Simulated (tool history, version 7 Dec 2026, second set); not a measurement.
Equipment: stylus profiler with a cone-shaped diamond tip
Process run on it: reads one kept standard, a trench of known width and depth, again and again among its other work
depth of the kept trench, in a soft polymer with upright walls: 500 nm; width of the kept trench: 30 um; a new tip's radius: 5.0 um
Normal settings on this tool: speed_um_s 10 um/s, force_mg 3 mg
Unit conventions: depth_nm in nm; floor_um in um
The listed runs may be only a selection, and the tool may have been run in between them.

run 1 hour=0 | speed_um_s=10 force_mg=3 | depth_nm=503.76 floor_um=23.17
run 2 hour=35.2 | speed_um_s=10 force_mg=3.45 | depth_nm=504.35 floor_um=23.18
run 3 hour=66.1 | speed_um_s=10 force_mg=3.45 | depth_nm=504.21 floor_um=23.15
run 4 hour=81.2 | speed_um_s=10 force_mg=1.46 | depth_nm=502.06 floor_um=23.09
run 5 hour=99.2 | speed_um_s=10 force_mg=1.46 | depth_nm=501.84 floor_um=23.1
run 6 hour=131.6 | speed_um_s=10 force_mg=1.53 | depth_nm=502.03 floor_um=23.04
run 7 hour=147.7 | speed_um_s=10 force_mg=3 | depth_nm=503.7 floor_um=23.05
run 8 hour=180.7 | speed_um_s=10 force_mg=1.07 | depth_nm=501.21 floor_um=23.01
run 9 hour=209.9 | speed_um_s=10 force_mg=1.27 | depth_nm=501.72 floor_um=22.99
-- hour=213.2 height scale calibrated on a step standard
run 10 hour=239.1 | speed_um_s=10 force_mg=3 | depth_nm=503.39 floor_um=23.02
run 11 hour=269.5 | speed_um_s=6 force_mg=3 | depth_nm=503.33 floor_um=23.01
run 12 hour=285.3 | speed_um_s=10 force_mg=2.15 | depth_nm=502.29 floor_um=23
run 13 hour=305 | speed_um_s=10 force_mg=2.15 | depth_nm=502.42 floor_um=22.98
-- hour=314.6 new tip fitted, height scale calibrated
run 14 hour=328.2 | speed_um_s=10 force_mg=3 | depth_nm=504.84 floor_um=25.6
run 15 hour=353.7 | speed_um_s=10 force_mg=1.15 | depth_nm=502.32 floor_um=25.56
run 16 hour=371.7 | speed_um_s=10 force_mg=1.15 | depth_nm=502.51 floor_um=25.52
-- hour=396.6 height scale calibrated on a step standard, once more
run 17 hour=400.3 | speed_um_s=7 force_mg=1.9 | depth_nm=503.77 floor_um=25.52
run 18 hour=417.3 | speed_um_s=10 force_mg=5.39 | depth_nm=507.58 floor_um=25.59
run 19 hour=447.5 | speed_um_s=10 force_mg=5.39 | depth_nm=507.4 floor_um=25.48
run 20 hour=472 | speed_um_s=19 force_mg=3.83 | depth_nm=505.9 floor_um=25.39
run 21 hour=493 | speed_um_s=38 force_mg=1.35 | depth_nm=502.71 floor_um=25.17
run 22 hour=524 | speed_um_s=15 force_mg=1.35 | depth_nm=503.04 floor_um=25.31
run 23 hour=544.9 | speed_um_s=39 force_mg=3 | depth_nm=504.87 floor_um=25.23
run 24 hour=578.6 | speed_um_s=39 force_mg=3 | depth_nm=505.07 floor_um=25.18
run 25 hour=593.7 | speed_um_s=4 force_mg=3 | depth_nm=504.93 floor_um=25.38
run 26 hour=617.4 | speed_um_s=4 force_mg=3 | depth_nm=505.15 floor_um=25.33
run 27 hour=639.5 | speed_um_s=4 force_mg=3 | depth_nm=504.96 floor_um=25.32

Consider 3 possible next runs. They are alternatives, not a sequence: every one starts from the tool as it was left by run 27. What does each give?
run A hour=670.5 | speed_um_s=4 force_mg=1.55 | depth_nm=? floor_um=?
run B hour=670.5 | speed_um_s=9 force_mg=1.1 | depth_nm=? floor_um=?
run C hour=670.5 | speed_um_s=7 force_mg=3.09 | depth_nm=? floor_um=?

run=A depth_nm=502.79 floor_um=25.3
run=B depth_nm=502.3 floor_um=25.28
run=C depth_nm=505.16 floor_um=25.3
With the hidden condition removed and each run's random variation left untouched, the same runs would have given:
run=A depth_nm=503.03 floor_um=25.62
run=B depth_nm=502.54 floor_um=25.6
run=C depth_nm=505.4 floor_um=25.62

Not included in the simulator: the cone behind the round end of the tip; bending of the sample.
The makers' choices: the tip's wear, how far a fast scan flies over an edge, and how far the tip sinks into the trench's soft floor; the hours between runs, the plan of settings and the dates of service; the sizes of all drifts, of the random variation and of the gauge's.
